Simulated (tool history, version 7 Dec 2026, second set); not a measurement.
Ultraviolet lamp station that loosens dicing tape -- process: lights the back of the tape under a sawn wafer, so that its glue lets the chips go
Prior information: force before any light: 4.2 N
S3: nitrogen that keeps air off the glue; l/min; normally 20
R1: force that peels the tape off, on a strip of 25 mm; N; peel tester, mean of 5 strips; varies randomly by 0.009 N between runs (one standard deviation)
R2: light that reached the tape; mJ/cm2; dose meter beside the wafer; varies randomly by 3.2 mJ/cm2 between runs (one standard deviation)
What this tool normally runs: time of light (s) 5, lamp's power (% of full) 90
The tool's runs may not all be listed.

{"run": 1, "day": 0.0, "time of light (s)": 5, "lamp's power (% of full)": 90, "S3": 20, "R1": 0.535, "R2": 420}
{"run": 2, "day": 1.138, "time of light (s)": 5, "lamp's power (% of full)": 90, "S3": 20, "R1": 0.551, "R2": 417}
{"run": 3, "day": 3.058, "time of light (s)": 5, "lamp's power (% of full)": 90, "S3": 20, "R1": 0.554, "R2": 410}
{"run": 4, "day": 5.046, "time of light (s)": 5, "lamp's power (% of full)": 90, "S3": 20, "R1": 0.56, "R2": 404}
{"run": 5, "day": 6.958, "time of light (s)": 5, "lamp's power (% of full)": 90, "S3": 32, "R1": 0.501, "R2": 395}
{"day": 7.108, "done": "window cleaned of glue's vapour"}
{"run": 6, "day": 8.312, "time of light (s)": 5, "lamp's power (% of full)": 90, "S3": 32, "R1": 0.492, "R2": 386}
{"run": 7, "day": 10.071, "time of light (s)": 5, "lamp's power (% of full)": 90, "S3": 20, "R1": 0.615, "R2": 388}
{"run": 8, "day": 11.117, "time of light (s)": 5, "lamp's power (% of full)": 90, "S3": 20, "R1": 0.644, "R2": 378}

What will run 9 give?
{"run": 9, "day": 13.038, "time of light (s)": 10, "lamp's power (% of full)": 92, "S3": 38, "R1": "?", "R2": "?"}

{"run 9": {"R1": 0.134, "R2": 778}}
Minus the tool's unlogged condition, the same run would have read R1 0.102 N, R2 1024 mJ/cm2.
